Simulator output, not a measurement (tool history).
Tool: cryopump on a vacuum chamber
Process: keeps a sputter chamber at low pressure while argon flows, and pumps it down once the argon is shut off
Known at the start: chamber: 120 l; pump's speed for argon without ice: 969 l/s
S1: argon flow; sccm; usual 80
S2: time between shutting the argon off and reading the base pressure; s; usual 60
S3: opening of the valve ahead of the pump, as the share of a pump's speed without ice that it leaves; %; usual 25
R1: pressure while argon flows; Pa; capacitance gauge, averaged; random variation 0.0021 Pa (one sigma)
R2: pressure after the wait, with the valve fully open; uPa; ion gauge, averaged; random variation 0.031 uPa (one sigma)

run,hour,S1,S2,S3,R1,R2
1,0,80,60,25,0.5675,4.44
2,42.9,34,60,25,0.2394,4.5
# hour 68.1: leaking fittings of the chamber tightened, without venting
3,118.4,34,60,25,0.2398,1.65
4,201.5,35,60,25,0.249,1.72
5,264.2,35,60,25,0.2492,1.79
6,346.5,69,60,25,0.4963,1.93
7,420.3,80,75,25,0.572,1.72
8,468.2,80,75,25,0.5731,1.69
9,532.4,80,75,25,0.576,1.8
10,572.5,139,60,20,1.2343,2.13
11,607.2,139,60,20,1.2462,2.11
12,665,41,46,44,0.1725,2.61
13,737.8,50,60,49,0.1912,2.28
14,775.2,50,60,49,0.1922,2.3

Run 15 comes next. What will it give?
15,816.3,86,22,57,?,?

{"run 15": {"R1": 0.2882, "R2": 4.62}}
Without the tool's hidden state the same run would have given R1 0.2624 Pa, R2 3.83 uPa.
